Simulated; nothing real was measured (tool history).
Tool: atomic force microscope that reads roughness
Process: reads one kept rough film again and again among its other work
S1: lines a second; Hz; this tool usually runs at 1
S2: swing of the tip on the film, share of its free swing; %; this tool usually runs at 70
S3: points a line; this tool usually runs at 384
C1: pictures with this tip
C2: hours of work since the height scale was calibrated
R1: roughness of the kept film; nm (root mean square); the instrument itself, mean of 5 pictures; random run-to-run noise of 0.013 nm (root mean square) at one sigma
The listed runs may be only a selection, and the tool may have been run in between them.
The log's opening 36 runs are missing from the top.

| run | hour | S1 | S2 | S3 | C1 | C2 | R1 |
|---|---|---|---|---|---|---|---|
|  | 1985.2 | new tip fitted |
| 37 | 1995.4 | 1.18 | 67 | 278 | 16 | 1203 | 3.037 |
| 38 | 2045.4 | 0.64 | 67 | 621 | 97 | 1229 | 3.19 |
|  | 2108.9 | new tip fitted |
| 39 | 2108.9 | 0.64 | 67 | 621 | 0 | 1263 | 3.216 |
| 40 | 2162.8 | 3.97 | 77 | 689 | 87 | 1292 | 2.408 |
|  | 2206.5 | height scale calibrated on a step standard |
| 41 | 2206.5 | 1 | 70 | 822 | 156 | 0 | 3.128 |
|  | 2236.4 | new tip fitted |
| 42 | 2270.2 | 1 | 79 | 384 | 55 | 34 | 2.96 |
| 43 | 2325.8 | 1.15 | 88 | 473 | 145 | 63 | 2.752 |
|  | 2363 | new tip fitted |
| 44 | 2385.2 | 1.15 | 88 | 473 | 36 | 95 | 2.781 |
| 45 | 2429.6 | 1.1 | 61 | 384 | 107 | 118 | 3.135 |
|  | 2489.3 | new tip fitted |
| 46 | 2499.3 | 1.1 | 61 | 384 | 16 | 155 | 3.146 |
| 47 | 2556.4 | 1.1 | 61 | 384 | 108 | 185 | 3.142 |

Here are 4 independent what-if runs from the current tool condition. What would each one return?
|  | 2616.1 | new tip fitted |
| A | 2628.8 | 2.72 | 61 | 452 | 20 | 224 | ? |
|  | 2616.1 | new tip fitted |
| B | 2628.8 | 1 | 70 | 444 | 20 | 224 | ? |
|  | 2616.1 | new tip fitted |
| C | 2628.8 | 1.54 | 55 | 440 | 20 | 224 | ? |
|  | 2616.1 | new tip fitted |
| D | 2628.8 | 1 | 88 | 384 | 20 | 224 | ? |

| run | R1 |
|---|---|
| A | 2.996 |
| B | 3.08 |
| C | 3.176 |
| D | 2.813 |
Stripped of hidden state, with their random variation kept, the same runs would have yielded:
| run | R1 |
|---|---|
| A | 2.998 |
| B | 3.081 |
| C | 3.178 |
| D | 2.814 |
